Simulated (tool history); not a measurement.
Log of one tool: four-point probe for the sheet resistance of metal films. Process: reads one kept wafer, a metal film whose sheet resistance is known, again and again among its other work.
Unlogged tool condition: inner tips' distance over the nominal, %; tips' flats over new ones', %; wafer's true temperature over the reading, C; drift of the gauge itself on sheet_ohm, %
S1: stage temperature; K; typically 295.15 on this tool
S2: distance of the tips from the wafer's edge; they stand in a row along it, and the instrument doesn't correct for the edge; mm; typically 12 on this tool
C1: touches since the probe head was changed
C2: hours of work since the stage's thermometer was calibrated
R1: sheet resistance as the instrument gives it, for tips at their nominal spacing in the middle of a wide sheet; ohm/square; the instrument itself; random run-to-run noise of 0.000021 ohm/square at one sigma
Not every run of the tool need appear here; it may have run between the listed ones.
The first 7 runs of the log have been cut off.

| run | hour | S1 | S2 | C1 | C2 | R1 |
|---|---|---|---|---|---|---|
| 8 | 601.1 | 295.15 | 12 | 104499 | 692 | 0.103481 |
| 9 | 681.2 | 292.15 | 12 | 107560 | 728 | 0.103504 |
| 10 | 739.7 | 301.15 | 12 | 109793 | 755 | 0.103378 |
| 11 | 812.0 | 295.15 | 5 | 112557 | 788 | 0.104199 |
| 12 | 908.8 | 295.15 | 5 | 116253 | 832 | 0.104195 |
| 13 | 1005.9 | 295.15 | 5 | 119962 | 876 | 0.104162 |
| 14 | 1086.3 | 295.15 | 5 | 123031 | 913 | 0.104125 |
| 15 | 1159.2 | 294.15 | 12 | 125815 | 946 | 0.103428 |
| 16 | 1267.2 | 294.15 | 12 | 129940 | 995 | 0.103406 |
| 17 | 1350.9 | 303.15 | 4 | 133138 | 1033 | 0.104493 |
| 18 | 1450.7 | 303.15 | 4 | 136946 | 1079 | 0.104436 |
| 19 | 1518.4 | 302.15 | 24 | 139534 | 1109 | 0.103176 |
| 20 | 1599.6 | 296.15 | 27 | 142636 | 1146 | 0.103175 |
| 21 | 1684.9 | 292.15 | 48 | 145891 | 1185 | 0.103209 |
| 22 | 1744.3 | 292.15 | 48 | 148162 | 1212 | 0.103218 |
| 23 | 1851.1 | 295.15 | 8 | 152241 | 1261 | 0.103509 |
| 24 | 1913.9 | 303.15 | 20 | 154637 | 1290 | 0.103069 |
|  | 1963.8 | new probe head fitted |
| 25 | 2024.0 | 296.15 | 21 | 2298 | 1339 | 0.103358 |
| 26 | 2131.2 | 295.15 | 12 | 6391 | 1388 | 0.103458 |
| 27 | 2233.6 | 295.15 | 12 | 10303 | 1435 | 0.103405 |
| 28 | 2282.5 | 295.15 | 12 | 12172 | 1457 | 0.103453 |
| 29 | 2330.8 | 295.15 | 12 | 14014 | 1479 | 0.103403 |
| 30 | 2418.4 | 303.15 | 15 | 17361 | 1519 | 0.103224 |

Here are 5 independent what-if runs from the current tool condition. What would each one return?
| A | 2476.5 | 298.15 | 12 | 19580 | 1545 | ? |
| B | 2476.5 | 297.15 | 17 | 19580 | 1545 | ? |
| C | 2476.5 | 300.15 | 23 | 19580 | 1545 | ? |
| D | 2476.5 | 303.15 | 7 | 19580 | 1545 | ? |
| E | 2476.5 | 296.15 | 9 | 19580 | 1545 | ? |

| run | R1 |
|---|---|
| A | 0.103353 |
| B | 0.103320 |
| C | 0.103196 |
| D | 0.103595 |
| E | 0.103540 |
Without the tool's unlogged condition, the same runs would have read:
| run | R1 |
|---|---|
| A | 0.103625 |
| B | 0.103591 |
| C | 0.103467 |
| D | 0.103869 |
| E | 0.103812 |
